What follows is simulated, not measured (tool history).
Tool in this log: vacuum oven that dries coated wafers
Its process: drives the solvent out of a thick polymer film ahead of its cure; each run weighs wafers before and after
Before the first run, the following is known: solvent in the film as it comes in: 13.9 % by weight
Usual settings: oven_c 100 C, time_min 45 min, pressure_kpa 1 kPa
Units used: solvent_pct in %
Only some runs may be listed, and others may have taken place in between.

run   hour  oven_c  time_min  pressure_kpa  solvent_pct
  1      0     100        45             1         2.78
  2   37.5     100        45          2.56         4.31
  3   92.7      99        45             1         2.98
  4  138.5      99        45             1         3.07
  5  196.2      99        45             1         3.03
  6    225     100        45             1         2.84
  7  263.3      90        45             1         5.48
  8  307.1      90        45             1         5.42
  9  337.1     100        45             1         2.89
 10  382.1     100        45          1.77         3.63
 11  412.1     100        45          1.77         3.53
 12  467.8     100        45          1.77         3.59
 13  493.9     100        45          0.85         2.68
 14  551.2     100        45             1          2.8
 15  600.6     100        45             1         2.83
 16  647.3     100        45             1         2.81
 17  688.4      92        23          3.18         9.06

Forecast run 18:
 18  718.7     103        48          0.71            ?

solvent_pct: 1.85 %
If the tool had no hidden condition, the same run with the same run-to-run variation would have returned solvent_pct 1.85 %.

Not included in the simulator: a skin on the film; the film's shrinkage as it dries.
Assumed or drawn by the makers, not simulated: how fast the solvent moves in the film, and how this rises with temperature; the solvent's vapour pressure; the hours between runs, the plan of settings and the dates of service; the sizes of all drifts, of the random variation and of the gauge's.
